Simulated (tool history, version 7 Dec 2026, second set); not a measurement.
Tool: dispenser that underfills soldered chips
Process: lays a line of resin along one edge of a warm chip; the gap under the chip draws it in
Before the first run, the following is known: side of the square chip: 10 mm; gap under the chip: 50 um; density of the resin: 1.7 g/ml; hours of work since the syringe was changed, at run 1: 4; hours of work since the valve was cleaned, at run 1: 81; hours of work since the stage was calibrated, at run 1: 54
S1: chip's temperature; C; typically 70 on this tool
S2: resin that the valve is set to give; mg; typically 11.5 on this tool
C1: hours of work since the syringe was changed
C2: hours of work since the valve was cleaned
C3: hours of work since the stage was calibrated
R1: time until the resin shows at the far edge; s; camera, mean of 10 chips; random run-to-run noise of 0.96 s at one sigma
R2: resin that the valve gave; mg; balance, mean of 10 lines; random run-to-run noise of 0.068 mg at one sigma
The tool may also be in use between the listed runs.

run    day  S1    S2  C1   C2   C3     R1     R2
  1  0.000  70  11.5   4   81   54  119.1  10.51
     0.146  -- new syringe of resin
  2  0.208  72  11.5   1   84   58   92.9  10.59
  3  0.358  72  11.5   4   87   60  109.0  10.50
     0.504  -- new syringe of resin
  4  0.538  72  11.5   1   90   63   88.6  10.56
  5  0.742  72  11.5   4   93   66  111.4  10.55
     0.858  -- new syringe of resin
  6  0.858  76  11.5   0   95   68   73.5  10.44
  7  1.017  70  11.5   3   98   71  110.6  10.46
  8  1.112  70  11.5   4   99   72  121.4  10.47
     1.212  -- new syringe of resin
  9  1.342  70  13.2   2  103   76  101.9  11.86
 10  1.458  70  13.2   4  105   78  113.5  11.93
     1.562  -- new syringe of resin
 11  1.671  70  13.2   2  108   81  103.2  11.85
 12  1.825  70  13.2   4  111   84  119.6  11.75
     1.912  -- new syringe of resin
 13  1.979  70  13.2   1  113   86   94.8  11.84
     2.071  -- dispensing valve cleaned and set on the balance
 14  2.133  70  10.5   3    1   88  111.6  10.50
 15  2.246  70  10.5   5    3   90  126.2  10.44
     2.312  -- new syringe of resin
 16  2.388  70  10.5   1    5   92   99.8  10.35
 17  2.579  70  10.4   5    8   95  122.8  10.30
     2.667  -- new syringe of resin
 18  2.771  70  10.4   2   11   98  103.1  10.28
 19  2.988  58  10.8   5   15  102  215.0  10.53
     3.021  -- new syringe of resin
 20  3.179  56  10.3   3   18  105  201.2  10.12
 21  3.304  56  11.3   5   20  107  223.2  10.99
     3.375  -- new syringe of resin
 22  3.504  56  11.3   2   23  110  189.7  11.10
     3.725  -- new syringe of resin
 23  3.725  62  14.9   0   27  114  121.4  14.50
 24  3.829  62  13.0   2   28  115  139.5  12.64
 25  4.025  62  13.0   5   32  119  171.3  12.79
     4.083  -- new syringe of resin
 26  4.183  62  12.7   2   34  121  137.6  12.24
 27  4.371  57  12.8   5   37  124  207.5  12.30
     4.438  -- new syringe of resin
 28  4.512  57  11.7   1   39  126  167.2  11.22
 29  4.658  55  12.3   4   42  129  215.0  11.81
 30  4.754  84  10.6   5   43  130   75.9  10.13
     4.796  -- new syringe of resin
 31  4.971  84  10.6   3   47  134   64.8  10.16
     5.158  -- new syringe of resin
 32  5.196  72  13.8   1   50  137   86.0  13.11
 33  5.342  75  14.9   3   53  140   88.4  14.08
 34  5.492  62  12.5   6   55  142  180.7  11.78
     5.517  -- new syringe of resin
 35  5.692  62  12.5   3   58  145  153.2  11.80
     5.879  -- new syringe of resin
 36  5.883  62  12.5   0   61  148  123.3  11.88

Here are 4 independent what-if runs from the current tool condition. What would each one return?
  A  6.046  56  14.0   3  64  151   ?   ?
  B  6.046  62  13.8   3  64  151   ?   ?
  C  6.046  67  11.9   3  64  151   ?   ?
  D  6.046  63  11.7   3  64  151   ?   ?

run     R1     R2
  A  183.7  13.15
  B  144.2  13.03
  C  121.4  11.16
  D  143.1  11.20
With the hidden condition removed and each run's random variation left untouched, the same runs would have given:
run     R1     R2
  A  158.7  13.98
  B  124.4  13.85
  C  103.9  11.86
  D  122.3  11.90
